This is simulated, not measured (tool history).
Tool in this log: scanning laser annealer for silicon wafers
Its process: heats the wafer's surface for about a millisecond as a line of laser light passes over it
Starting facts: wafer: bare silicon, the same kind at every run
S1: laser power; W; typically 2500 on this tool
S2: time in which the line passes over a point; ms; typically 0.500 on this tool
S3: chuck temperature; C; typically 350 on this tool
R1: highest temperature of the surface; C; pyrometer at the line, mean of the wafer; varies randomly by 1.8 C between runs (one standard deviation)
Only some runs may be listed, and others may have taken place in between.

run	hour	S1	S2	S3	R1
1	0.0	2500	0.500	350	1068
2	69.4	2500	0.500	365	1077
3	111.8	2190	0.500	350	973
4	180.1	2190	0.500	350	968
5	222.6	2190	0.500	350	964
6	274.4	2500	0.566	350	1100
7	321.0	2500	0.566	350	1096
8	377.3	2500	0.500	350	1047
# hour 412.3: window over the wafer cleaned
9	417.3	2500	0.353	350	950
10	463.2	2500	0.353	350	948
11	505.3	2500	0.523	350	1090
12	565.0	2332	0.500	350	1017
13	628.4	2332	0.500	350	1017
14	662.8	2500	0.500	350	1060
15	736.3	2500	0.500	350	1060
16	789.8	2500	0.500	350	1055
17	851.0	2500	0.500	350	1048
18	923.1	2500	0.437	350	996
19	992.4	2500	0.437	350	990
20	1023.6	2464	0.437	350	980
# hour 1031.1: window over the wafer cleaned
# hour 1057.3: optics aligned, line set to its width
21	1098.2	2400	0.471	350	1028
22	1135.0	2400	0.471	350	1027
23	1202.7	2400	0.471	350	1022
24	1263.2	2400	0.471	350	1019
25	1306.9	2710	0.493	332	1103
26	1338.2	2593	0.567	325	1121
27	1387.5	2500	0.405	390	1018
28	1456.7	2500	0.556	390	1139
29	1491.6	2306	0.500	367	1017
30	1556.2	2161	0.500	367	970
31	1626.9	2161	0.500	367	966
# hour 1657.8: window over the wafer cleaned
32	1675.6	2670	0.445	365	1098
33	1709.4	2652	0.501	331	1108
34	1759.8	2652	0.501	331	1107
35	1806.7	2500	0.500	365	1090
36	1876.7	2500	0.500	365	1086
37	1931.0	2507	0.589	337	1126
38	1995.4	2695	0.487	339	1100
39	2031.1	2500	0.373	350	955
40	2076.8	2500	0.373	350	950

Some steps in R1, run to run, broken into two amounts with sign: the step expected even without the hidden condition (settings, incoming material, random variation), and the rest, left for the hidden condition together with whatever gauge scatter is not in both the measured and the hidden-condition-free result:
Hidden state at play: light that passes the window, % of a clean one's; laser's true power over the reading, %; width of the line over the set one, %; drift of the gauge itself on peak_c, C.
Run 5 -> 6: S1 2190 -> 2500, S2 0.500 -> 0.566. R1 +136 C: hidden state -10, all else +146.
Run 8 -> 9: S2 0.500 -> 0.353, window over the wafer cleaned. R1 -97 C: hidden state +34, all else -131.
Run 10 -> 11: S2 0.353 -> 0.523. R1 +142 C: hidden state -3, all else +145.
Run 20 -> 21: S1 2464 -> 2400, S2 0.437 -> 0.471, window over the wafer cleaned, optics aligned, line set to its width. R1 +48 C: hidden state +38, all else +10.
Run 31 -> 32: S1 2161 -> 2670, S2 0.500 -> 0.445, S3 367 -> 365, window over the wafer cleaned. R1 +132 C: hidden state +35, all else +97.
Run 38 -> 39: S1 2695 -> 2500, S2 0.487 -> 0.373, S3 339 -> 350. R1 -145 C: hidden state +2, all else -147.
